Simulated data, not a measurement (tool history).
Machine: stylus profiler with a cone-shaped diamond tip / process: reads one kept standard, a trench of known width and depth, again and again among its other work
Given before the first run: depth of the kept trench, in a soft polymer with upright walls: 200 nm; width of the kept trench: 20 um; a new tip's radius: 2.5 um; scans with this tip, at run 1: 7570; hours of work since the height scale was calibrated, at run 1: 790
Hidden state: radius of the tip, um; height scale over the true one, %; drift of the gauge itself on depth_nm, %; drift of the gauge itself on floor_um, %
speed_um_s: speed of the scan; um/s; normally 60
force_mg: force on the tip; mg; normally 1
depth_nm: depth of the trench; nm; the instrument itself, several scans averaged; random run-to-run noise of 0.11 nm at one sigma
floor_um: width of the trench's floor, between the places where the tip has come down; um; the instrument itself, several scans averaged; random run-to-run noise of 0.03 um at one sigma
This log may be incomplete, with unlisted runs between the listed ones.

run	hour	speed_um_s	force_mg	scans with this tip	hours of work since the height scale was calibrated	depth_nm	floor_um
1	0	60	1	7570	790	200.74	17.81
2	33.7	60	1	7787	813	200.69	17.76
3	78.5	35	1	8076	843	200.89	17.94
4	96.9	35	1	8194	855	200.69	17.93
5	131.5	35	1	8417	878	200.72	17.94
6	169.1	35	1	8660	904	200.79	17.95
7	195.9	60	1	8832	922	200.86	17.85
8	237.1	60	1	9098	950	200.69	17.77
9	261.2	60	1.92	9254	966	201.19	17.88
10	306.3	60	1.92	9544	996	201.32	17.87
11	331.7	60	1.92	9708	1013	201.39	17.89
12	370	60	1.92	9955	1039	201.29	17.9
13	393.1	60	1.92	10104	1055	201.04	17.88
14	427.9	60	1.92	10328	1078	201.08	17.89
15	463.5	60	0.73	10558	1102	200.78	17.78
16	500.8	60	0.73	10798	1127	200.72	17.75
17	530.4	60	1	10989	1147	200.67	17.83
18	575.2	60	1	11278	1177	200.8	17.86
19	614.1	60	2.97	11528	1203	201.7	17.87
20	632.3	60	2.97	11646	1216	201.5	17.91
21	658.9	60	2.97	11818	1233	201.76	17.87
22	691.9	60	0.38	12030	1256	200.5	17.67
23	719.1	60	0.38	12205	1274	200.28	17.68
24	753.4	60	0.38	12427	1297	200.49	17.65
25	782.3	30	1.88	12613	1316	201.34	17.98
26	821	25	1.04	12863	1342	200.8	17.97
27	852.6	77	0.55	13066	1364	200.66	17.62
28	889	77	0.55	13301	1388	200.5	17.64
29	921.9	117	0.42	13513	1410	200.34	17.43
30	952.7	126	0.42	13711	1431	200.52	17.35
31	971	126	0.42	13829	1443	200.38	17.34
32	993.1	106	0.54	13972	1458	200.32	17.49
33	1017.9	16	0.49	14132	1475	200.48	17.95
34	1055.9	100	1.12	14377	1501	200.94	17.68
35	1088.8	221	1.47	14589	1523	201.25	17.37
36	1115.8	15	1.82	14763	1541	201.16	17.96
37	1160.4	60	0.88	15051	1571	200.82	17.79
38	1180.9	17	2.72	15183	1585	201.41	18.01
39	1223.4	17	2.72	15457	1613	201.65	18.03
40	1242.3	60	0.37	15579	1626	200.5	17.7

What will run 41 give?
41	1269.9	209	0.93	15756	1644	?	?

For run 41 the tool returned depth_nm 200.54 nm, floor_um 17.21 um.
The same run, on a tool lacking any hidden state, would have yielded depth_nm 200.51 nm, floor_um 17.22 um.

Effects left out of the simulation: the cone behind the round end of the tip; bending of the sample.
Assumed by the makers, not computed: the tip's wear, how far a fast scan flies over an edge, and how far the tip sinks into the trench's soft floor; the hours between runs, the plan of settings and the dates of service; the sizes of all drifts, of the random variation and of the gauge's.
